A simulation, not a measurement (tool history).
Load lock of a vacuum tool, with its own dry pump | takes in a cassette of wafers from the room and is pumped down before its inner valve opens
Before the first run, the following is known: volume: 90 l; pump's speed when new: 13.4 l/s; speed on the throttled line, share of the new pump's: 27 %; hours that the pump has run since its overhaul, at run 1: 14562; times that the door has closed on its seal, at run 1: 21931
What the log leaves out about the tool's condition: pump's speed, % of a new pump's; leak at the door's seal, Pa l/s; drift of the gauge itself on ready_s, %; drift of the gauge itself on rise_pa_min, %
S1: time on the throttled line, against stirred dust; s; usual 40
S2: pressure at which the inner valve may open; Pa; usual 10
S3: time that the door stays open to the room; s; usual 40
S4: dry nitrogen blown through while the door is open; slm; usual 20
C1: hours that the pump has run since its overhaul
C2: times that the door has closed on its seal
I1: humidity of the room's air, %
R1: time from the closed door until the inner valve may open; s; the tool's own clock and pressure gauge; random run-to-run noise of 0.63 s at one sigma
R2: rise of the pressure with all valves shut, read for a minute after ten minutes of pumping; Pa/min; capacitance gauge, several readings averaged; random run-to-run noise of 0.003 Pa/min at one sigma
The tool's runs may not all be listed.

run 1 hour=0.0 | S1=40 S2=10 S3=40 S4=20 | C1=14562 C2=21931 | I1=46.2 | R1=100.9 R2=0.107
run 2 hour=187.2 | S1=40 S2=10 S3=40 S4=20 | C1=14749 C2=22378 | I1=46.5 | R1=100.8 R2=0.113
run 3 hour=415.8 | S1=29 S2=10 S3=40 S4=20 | C1=14978 C2=22925 | I1=44.6 | R1=93.0 R2=0.107
run 4 hour=551.4 | S1=29 S2=10 S3=40 S4=20 | C1=15113 C2=23249 | I1=45.1 | R1=93.8 R2=0.119
run 5 hour=675.7 | S1=29 S2=10 S3=40 S4=20 | C1=15238 C2=23546 | I1=43.2 | R1=94.4 R2=0.112
run 6 hour=803.3 | S1=29 S2=10 S3=40 S4=20 | C1=15365 C2=23852 | I1=45.7 | R1=93.7 R2=0.121
run 7 hour=985.0 | S1=29 S2=10 S3=40 S4=20 | C1=15547 C2=24286 | I1=45.1 | R1=94.1 R2=0.115
run 8 hour=1098.0 | S1=40 S2=9 S3=40 S4=20 | C1=15660 C2=24556 | I1=45.7 | R1=103.3 R2=0.124
run 9 hour=1264.7 | S1=40 S2=9 S3=40 S4=20 | C1=15827 C2=24955 | I1=45.8 | R1=102.8 R2=0.125
run 10 hour=1391.2 | S1=40 S2=13 S3=40 S4=20 | C1=15953 C2=25257 | I1=43.5 | R1=100.3 R2=0.129
run 11 hour=1537.5 | S1=40 S2=14 S3=40 S4=20 | C1=16100 C2=25607 | I1=46.0 | R1=98.9 R2=0.133
run 12 hour=1702.9 | S1=40 S2=10 S3=40 S4=20 | C1=16265 C2=26002 | I1=46.6 | R1=103.0 R2=0.130
run 13 hour=1837.0 | S1=40 S2=10 S3=40 S4=20 | C1=16399 C2=26323 | I1=43.4 | R1=104.1 R2=0.132
run 14 hour=2061.9 | S1=64 S2=10 S3=40 S4=20 | C1=16624 C2=26861 | I1=46.3 | R1=117.8 R2=0.134
run 15 hour=2285.2 | S1=64 S2=13 S3=32 S4=32 | C1=16847 C2=27395 | I1=43.2 | R1=116.7 R2=0.131
run 16 hour=2440.2 | S1=64 S2=8 S3=32 S4=32 | C1=17002 C2=27765 | I1=40.5 | R1=122.1 R2=0.131
run 17 hour=2619.5 | S1=64 S2=8 S3=32 S4=32 | C1=17182 C2=28194 | I1=44.1 | R1=121.9 R2=0.140
run 18 hour=2815.1 | S1=64 S2=8 S3=32 S4=32 | C1=17377 C2=28662 | I1=41.0 | R1=122.3 R2=0.136
run 19 hour=2987.1 | S1=64 S2=8 S3=32 S4=32 | C1=17549 C2=29073 | I1=40.2 | R1=121.5 R2=0.142
run 20 hour=3186.3 | S1=64 S2=10 S3=27 S4=32 | C1=17748 C2=29549 | I1=49.1 | R1=119.6 R2=0.149
run 21 hour=3310.6 | S1=64 S2=10 S3=27 S4=32 | C1=17873 C2=29846 | I1=43.6 | R1=120.1 R2=0.146
run 22 hour=3520.4 | S1=64 S2=10 S3=27 S4=32 | C1=18082 C2=30348 | I1=48.2 | R1=119.4 R2=0.148
run 23 hour=3632.0 | S1=65 S2=16 S3=134 S4=6 | C1=18194 C2=30615 | I1=44.5 | R1=116.4 R2=0.194
run 24 hour=3767.4 | S1=40 S2=7 S3=33 S4=20 | C1=18329 C2=30939 | I1=48.8 | R1=108.8 R2=0.163
run 25 hour=3992.0 | S1=40 S2=7 S3=33 S4=20 | C1=18554 C2=31476 | I1=45.0 | R1=107.8 R2=0.172
run 26 hour=4163.0 | S1=40 S2=15 S3=95 S4=15 | C1=18725 C2=31885 | I1=44.8 | R1=100.5 R2=0.182
run 27 hour=4398.6 | S1=40 S2=15 S3=95 S4=15 | C1=18961 C2=32448 | I1=42.6 | R1=100.8 R2=0.189

Consider 3 possible next runs. They are alternatives, not a sequence: every one starts from the tool as it was left by run 27. What does each give?
-- hour=4552.6 dry pump taken out, an overhauled one fitted
run A hour=4564.6 | S1=69 S2=10 S3=40 S4=4 | C1=12 C2=32831 | I1=47.3 | R1=? R2=?
-- hour=4552.6 dry pump taken out, an overhauled one fitted
run B hour=4564.6 | S1=22 S2=15 S3=145 S4=20 | C1=12 C2=32831 | I1=42.3 | R1=? R2=?
-- hour=4552.6 dry pump taken out, an overhauled one fitted
run C hour=4564.6 | S1=40 S2=10 S3=90 S4=5 | C1=12 C2=32831 | I1=44.5 | R1=? R2=?

run=A R1=112.6 R2=0.194
run=B R1=74.3 R2=0.194
run=C R1=91.0 R2=0.201
Take away the tool's hidden state, keep each run's random variation, and the runs would have read:
run=A R1=113.5 R2=0.046
run=B R1=75.4 R2=0.045
run=C R1=92.0 R2=0.052
